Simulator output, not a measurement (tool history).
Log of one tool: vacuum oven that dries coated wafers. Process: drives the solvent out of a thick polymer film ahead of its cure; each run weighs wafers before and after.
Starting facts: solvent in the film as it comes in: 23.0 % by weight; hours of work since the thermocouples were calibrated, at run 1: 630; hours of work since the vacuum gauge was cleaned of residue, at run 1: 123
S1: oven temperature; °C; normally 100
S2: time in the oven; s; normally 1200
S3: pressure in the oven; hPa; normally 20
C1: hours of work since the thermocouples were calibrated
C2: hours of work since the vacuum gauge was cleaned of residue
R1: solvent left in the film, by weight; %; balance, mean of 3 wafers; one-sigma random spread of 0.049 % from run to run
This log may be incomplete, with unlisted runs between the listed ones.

{"run": 1, "day": 0.0, "S1": 100, "S2": 1200, "S3": 20, "C1": 630, "C2": 123, "R1": 5.73}
{"run": 2, "day": 0.288, "S1": 100, "S2": 1740, "S3": 20, "C1": 636, "C2": 128, "R1": 3.46}
{"run": 3, "day": 0.696, "S1": 100, "S2": 1740, "S3": 20, "C1": 643, "C2": 135, "R1": 3.46}
{"run": 4, "day": 1.192, "S1": 100, "S2": 1200, "S3": 26.3, "C1": 652, "C2": 144, "R1": 5.95}
{"run": 5, "day": 1.733, "S1": 100, "S2": 1200, "S3": 26.3, "C1": 661, "C2": 154, "R1": 5.89}
{"run": 6, "day": 2.212, "S1": 100, "S2": 1200, "S3": 26.3, "C1": 670, "C2": 162, "R1": 5.97}
{"run": 7, "day": 2.762, "S1": 100, "S2": 1200, "S3": 16.5, "C1": 680, "C2": 172, "R1": 5.62}
{"run": 8, "day": 3.271, "S1": 100, "S2": 1200, "S3": 16.5, "C1": 689, "C2": 181, "R1": 5.6}
{"run": 9, "day": 3.825, "S1": 100, "S2": 1200, "S3": 10.9, "C1": 698, "C2": 191, "R1": 5.46}
{"run": 10, "day": 4.2, "S1": 100, "S2": 1200, "S3": 10.9, "C1": 705, "C2": 198, "R1": 5.4}
{"run": 11, "day": 4.683, "S1": 100, "S2": 1200, "S3": 10.9, "C1": 714, "C2": 206, "R1": 5.49}
{"run": 12, "day": 5.004, "S1": 100, "S2": 1200, "S3": 20, "C1": 719, "C2": 212, "R1": 5.82}
{"run": 13, "day": 5.283, "S1": 100, "S2": 1200, "S3": 20, "C1": 724, "C2": 217, "R1": 5.66}
{"run": 14, "day": 5.762, "S1": 100, "S2": 660, "S3": 20, "C1": 733, "C2": 225, "R1": 9.72}
{"run": 15, "day": 6.129, "S1": 88, "S2": 660, "S3": 20, "C1": 739, "C2": 232, "R1": 13.63}
{"run": 16, "day": 6.383, "S1": 88, "S2": 660, "S3": 20, "C1": 744, "C2": 236, "R1": 13.5}
{"run": 17, "day": 6.708, "S1": 98, "S2": 1200, "S3": 20, "C1": 749, "C2": 242, "R1": 6.54}
{"run": 18, "day": 7.108, "S1": 100, "S2": 1200, "S3": 20, "C1": 757, "C2": 249, "R1": 5.87}
{"run": 19, "day": 7.633, "S1": 100, "S2": 1200, "S3": 20, "C1": 766, "C2": 259, "R1": 5.8}
{"run": 20, "day": 7.992, "S1": 108, "S2": 1200, "S3": 20, "C1": 772, "C2": 265, "R1": 3.09}
{"run": 21, "day": 8.329, "S1": 108, "S2": 1200, "S3": 20, "C1": 778, "C2": 271, "R1": 3.14}
{"day": 8.462, "done": "oven's thermocouples calibrated"}
{"run": 22, "day": 8.821, "S1": 100, "S2": 1200, "S3": 24, "C1": 6, "C2": 278, "R1": 6}
{"run": 23, "day": 9.062, "S1": 100, "S2": 1200, "S3": 24, "C1": 11, "C2": 282, "R1": 5.98}
{"run": 24, "day": 9.442, "S1": 108, "S2": 1200, "S3": 65.5, "C1": 17, "C2": 289, "R1": 4.3}
{"run": 25, "day": 9.933, "S1": 108, "S2": 1200, "S3": 65.5, "C1": 26, "C2": 298, "R1": 4.33}
{"run": 26, "day": 10.321, "S1": 108, "S2": 1200, "S3": 65.5, "C1": 33, "C2": 305, "R1": 4.29}
{"run": 27, "day": 10.792, "S1": 108, "S2": 1200, "S3": 65.5, "C1": 41, "C2": 313, "R1": 4.34}
{"run": 28, "day": 11.246, "S1": 107, "S2": 1200, "S3": 20, "C1": 49, "C2": 321, "R1": 3.44}
{"run": 29, "day": 11.612, "S1": 105, "S2": 1200, "S3": 20, "C1": 56, "C2": 328, "R1": 4.11}
{"day": 11.833, "done": "oven's thermocouples calibrated, once more"}
{"run": 30, "day": 12.075, "S1": 96, "S2": 900, "S3": 20, "C1": 4, "C2": 334, "R1": 9.08}
{"run": 31, "day": 12.308, "S1": 96, "S2": 660, "S3": 20, "C1": 8, "C2": 339, "R1": 10.88}
{"run": 32, "day": 12.771, "S1": 100, "S2": 1620, "S3": 10.6, "C1": 17, "C2": 347, "R1": 3.51}
{"run": 33, "day": 13.017, "S1": 100, "S2": 1620, "S3": 10.6, "C1": 21, "C2": 351, "R1": 3.5}
{"run": 34, "day": 13.392, "S1": 86, "S2": 900, "S3": 14.6, "C1": 28, "C2": 358, "R1": 12.18}
{"run": 35, "day": 13.762, "S1": 86, "S2": 900, "S3": 14.6, "C1": 34, "C2": 364, "R1": 12.41}
{"run": 36, "day": 14.271, "S1": 111, "S2": 1320, "S3": 64.6, "C1": 43, "C2": 373, "R1": 2.9}

Take each entry between the runs: how does the hidden state at the last listed run before it differ from the hidden state at the first listed run after it?
From run 21 to run 22: oven's thermocouples calibrated (day 8.462)
  true wafer temperature over the reading, C: -0.64 -> -0.8; true pressure over the reading, kPa: 0.138 -> 0.141
  what was measured, less what the result would be without the hidden state, R1: +0.21 -> +0.33 %
From run 29 to run 30: oven's thermocouples calibrated, once more (day 11.833)
  true wafer temperature over the reading, C: -0.86 -> 0.09; true pressure over the reading, kPa: 0.165 -> 0.168
  what was measured, less what the result would be without the hidden state, R1: +0.32 -> +0.02 %

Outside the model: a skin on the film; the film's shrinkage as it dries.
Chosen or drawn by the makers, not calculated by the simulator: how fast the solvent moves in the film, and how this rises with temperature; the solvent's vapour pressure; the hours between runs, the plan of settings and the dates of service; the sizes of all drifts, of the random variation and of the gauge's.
